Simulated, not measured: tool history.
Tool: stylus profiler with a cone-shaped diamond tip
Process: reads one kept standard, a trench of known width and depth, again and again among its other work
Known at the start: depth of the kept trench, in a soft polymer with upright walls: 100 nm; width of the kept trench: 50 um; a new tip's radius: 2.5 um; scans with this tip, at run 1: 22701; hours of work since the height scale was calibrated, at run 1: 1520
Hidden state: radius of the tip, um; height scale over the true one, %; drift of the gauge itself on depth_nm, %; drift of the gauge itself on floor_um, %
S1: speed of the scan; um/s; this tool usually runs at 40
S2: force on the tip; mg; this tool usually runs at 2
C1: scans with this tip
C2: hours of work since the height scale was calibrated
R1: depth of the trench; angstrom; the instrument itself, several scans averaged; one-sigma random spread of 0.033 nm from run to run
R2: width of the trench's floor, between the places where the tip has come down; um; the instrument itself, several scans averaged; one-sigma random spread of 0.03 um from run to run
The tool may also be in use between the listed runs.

Run 1, hour 0: usual settings; C1 22701; C2 1520. Result: R1 1014.3 angstrom, R2 48.49 um.
Run 2, hour 72.4: usual settings but S1 31 um/s; C1 23443; C2 1570. Result: R1 1013.8 angstrom, R2 48.51 um.
Run 3, hour 155.5: usual settings but S2 1.1 mg; C1 24295; C2 1627. Result: R1 1009.5 angstrom, R2 48.46 um.
Run 4, hour 219: usual settings but S2 1.1 mg; C1 24946; C2 1670. Result: R1 1009.6 angstrom, R2 48.47 um.
Run 5, hour 308.5: usual settings but S2 1.1 mg; C1 25864; C2 1732. Result: R1 1009.8 angstrom, R2 48.4 um.
Run 6, hour 369.3: usual settings but S1 55 um/s, S2 1.1 mg; C1 26487; C2 1774. Result: R1 1009 angstrom, R2 48.5 um.
Run 7, hour 458.5: usual settings but S2 1.27 mg; C1 27401; C2 1835. Result: R1 1010.1 angstrom, R2 48.44 um.
Run 8, hour 509.3: usual settings but S2 4.25 mg; C1 27922; C2 1870. Result: R1 1023.6 angstrom, R2 48.53 um.
Run 9, hour 557.9: usual settings but S2 3.47 mg; C1 28421; C2 1903. Result: R1 1020.5 angstrom, R2 48.49 um.
Run 10, hour 605: usual settings but S2 3.47 mg; C1 28903; C2 1935. Result: R1 1020.6 angstrom, R2 48.55 um.
Run 11, hour 678.5: usual settings; C1 29657; C2 1986. Result: R1 1014.1 angstrom, R2 48.51 um.
Run 12, hour 780.8: usual settings; C1 30705; C2 2056. Result: R1 1014.3 angstrom, R2 48.51 um.
Run 13, hour 883.4: usual settings but S1 59 um/s, S2 2.49 mg; C1 31757; C2 2126. Result: R1 1016.7 angstrom, R2 48.5 um.
Run 14, hour 960.1: usual settings but S1 107 um/s, S2 0.88 mg; C1 32544; C2 2179. Result: R1 1008.4 angstrom, R2 48.28 um.
At hour 985.1: height scale calibrated on a step standard.
Run 15, hour 1005.4: usual settings but S1 142 um/s, S2 1.83 mg; C1 33002; C2 14. Result: R1 1013.3 angstrom, R2 48.27 um.
At hour 1046.5: new tip fitted, height scale calibrated.
Run 16, hour 1105: usual settings but S1 142 um/s, S2 1.83 mg; C1 600; C2 40. Result: R1 1013.1 angstrom, R2 48.31 um.
Run 17, hour 1204: usual settings but S2 5.94 mg; C1 1615; C2 108. Result: R1 1029.7 angstrom, R2 48.58 um.
Run 18, hour 1287.7: usual settings but S2 5.94 mg; C1 2472; C2 166. Result: R1 1029.6 angstrom, R2 48.59 um.
Run 19, hour 1346.7: usual settings but S1 45 um/s, S2 3.21 mg; C1 3078; C2 206. Result: R1 1019 angstrom, R2 48.57 um.
Run 20, hour 1439: usual settings but S1 12 um/s, S2 4.43 mg; C1 4023; C2 269. Result: R1 1024.4 angstrom, R2 48.57 um.
Run 21, hour 1523.6: usual settings but S1 12 um/s, S2 4.43 mg; C1 4890; C2 327. Result: R1 1024.2 angstrom, R2 48.57 um.
Run 22, hour 1607.9: usual settings but S1 133 um/s, S2 4.12 mg; C1 5755; C2 385. Result: R1 1022.8 angstrom, R2 48.43 um.
Run 23, hour 1664: usual settings but S1 32 um/s, S2 3.22 mg; C1 6330; C2 424. Result: R1 1019.2 angstrom, R2 48.56 um.
Run 24, hour 1714.8: usual settings but S1 32 um/s, S2 1.73 mg; C1 6851; C2 459. Result: R1 1012.7 angstrom, R2 48.51 um.

Below are 3 alternative next runs, each starting from the tool's condition after run 24. Predict each:
Run A, hour 1775.5: usual settings but S1 113 um/s, S2 1.38 mg; C1 7473; C2 500. Result: R1 ?, R2 ?.
Run B, hour 1775.5: usual settings but S1 55 um/s; C1 7473; C2 500. Result: R1 ?, R2 ?.
Run C, hour 1775.5: usual settings but S1 13 um/s, S2 1.37 mg; C1 7473; C2 500. Result: R1 ?, R2 ?.

run      R1     R2
  A  1011.1  48.36
  B  1013.6  48.43
  C  1011.2  48.54
With the hidden condition removed and each run's random variation left untouched, the same runs would have given:
run      R1     R2
  A  1011.1  48.36
  B  1013.6  48.44
  C  1011.2  48.55
